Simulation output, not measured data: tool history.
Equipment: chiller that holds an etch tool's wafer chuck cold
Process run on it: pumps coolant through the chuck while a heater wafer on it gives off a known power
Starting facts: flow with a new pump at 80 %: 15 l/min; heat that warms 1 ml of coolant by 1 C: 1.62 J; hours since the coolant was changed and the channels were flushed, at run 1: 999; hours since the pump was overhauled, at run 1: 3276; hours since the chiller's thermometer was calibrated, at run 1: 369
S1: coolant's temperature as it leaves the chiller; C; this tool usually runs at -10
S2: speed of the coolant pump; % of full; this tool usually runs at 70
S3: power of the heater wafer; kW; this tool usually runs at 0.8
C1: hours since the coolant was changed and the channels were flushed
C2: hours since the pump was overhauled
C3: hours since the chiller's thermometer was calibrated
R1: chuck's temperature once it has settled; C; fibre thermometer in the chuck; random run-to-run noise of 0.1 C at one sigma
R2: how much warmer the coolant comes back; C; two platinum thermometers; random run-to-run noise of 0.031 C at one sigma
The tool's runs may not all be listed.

run,hour,S1,S2,S3,C1,C2,C3,R1,R2
1,0,-10,70,0.8,999,3276,369,-4.9,2.26
2,149.2,-5,70,0.8,1149,3425,518,0.3,2.24
3,281.7,-5,70,0.8,1281,3558,651,0.4,2.35
4,359.5,-10,70,0.8,1359,3636,728,-4.8,2.3
5,452.4,-10,70,0.8,1452,3729,821,-4.9,2.27
6,618.2,-17,70,0.8,1618,3894,987,-11.6,2.28
7,728.6,-10,70,0.8,1728,4005,1097,-4.8,2.26
8,880.1,-10,77,0.8,1879,4156,1249,-5,2.05
9,1012.1,-10,80,0.8,2011,4288,1381,-5.1,1.91
10,1110.3,-10,61,0.8,2110,4386,1479,-4.1,2.56
11,1224,-19,70,0.8,2223,4500,1593,-13.7,2.21
12,1340,-3,73,0.809,2339,4616,1709,2.3,2.12
13,1415.6,-10,93,0.8,2415,4692,1784,-5.6,1.6
14,1544.9,-5,83,0.966,2544,4821,1914,0.6,2.19
15,1701.9,-8,83,0.417,2701,4978,2071,-5.6,0.87
16,1877.4,-8,83,0.417,2877,5153,2246,-5.7,0.87
17,1961.2,-8,83,0.417,2961,5237,2330,-5.6,0.86
18,2034.2,-8,83,0.549,3034,5310,2403,-4.7,1.16
19,2139.5,-8,71,1.02,3139,5416,2508,-1.3,2.73
20,2311.5,-18,79,0.414,3311,5588,2680,-15.6,0.86
# hour 2363.6: coolant pump overhauled
# hour 2396.8: chiller's thermometer calibrated
21,2433.6,-14,67,0.565,3427,69,37,-10.1,1.55
22,2545.4,-7,64,0.739,3539,181,149,-1.9,2.11

Branching from run 22: 4 alternative next runs. What would each branch give?
A,2702.1,0,73,0.739,3695,338,305,?,?
B,2702.1,-18,69,0.404,3695,338,305,?,?
C,2702.1,-10,93,0.8,3695,338,305,?,?
D,2702.1,-18,65,0.739,3695,338,305,?,?

run,R1,R2
A,4.9,1.8
B,-15.2,0.96
C,-5.6,1.49
D,-12.7,2.03
With the hidden condition removed and each run's random variation left untouched, the same runs would have given:
run,R1,R2
A,4.8,1.99
B,-15.3,1.15
C,-5.7,1.68
D,-12.8,2.21

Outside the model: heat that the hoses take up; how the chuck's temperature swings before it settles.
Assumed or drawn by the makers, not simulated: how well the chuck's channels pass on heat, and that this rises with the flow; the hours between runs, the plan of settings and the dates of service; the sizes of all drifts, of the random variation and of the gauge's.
